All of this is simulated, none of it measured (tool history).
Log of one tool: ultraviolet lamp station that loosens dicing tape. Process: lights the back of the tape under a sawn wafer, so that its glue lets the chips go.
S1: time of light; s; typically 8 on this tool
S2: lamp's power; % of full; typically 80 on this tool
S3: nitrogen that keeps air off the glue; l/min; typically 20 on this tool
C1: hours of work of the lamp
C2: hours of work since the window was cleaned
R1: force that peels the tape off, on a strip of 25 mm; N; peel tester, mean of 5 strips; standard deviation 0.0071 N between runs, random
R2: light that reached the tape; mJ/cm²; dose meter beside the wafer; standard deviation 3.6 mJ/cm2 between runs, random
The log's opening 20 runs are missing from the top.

run	day	S1	S2	S3	C1	C2	R1	R2
21	12.379	8	87	29	485	168	0.285	509
22	12.875	8	68	19	490	173	0.596	400
23	13.479	8	68	19	496	179	0.582	393
24	14.008	10	70	9	501	184	0.607	504
25	14.879	10	89	10	510	193	0.334	636
26	15.412	9	65	36	515	198	0.360	416
27	15.821	8	96	13	519	202	0.400	546
28	16.504	8	95	16	526	209	0.350	541
29	17.258	6	63	30	534	217	0.967	266
30	18.150	6	63	30	543	226	0.970	263
31	18.554	5	80	25	547	230	0.973	282

Alternative continuations, all from the tool just after run 31; predict every row:
A	19.338	5	80	17	555	238	?	?
B	19.338	7	80	20	555	238	?	?
C	19.338	14	67	7	555	238	?	?
D	19.338	14	93	20	555	238	?	?
E	19.338	5	70	13	555	238	?	?

run	R1	R2
A	1.146	275
B	0.571	390
C	0.431	647
D	0.151	900
E	1.645	242
With no hidden state in the tool, these same runs would have given:
run	R1	R2
A	0.697	367
B	0.317	518
C	0.246	860
D	0.139	1198
E	1.081	321
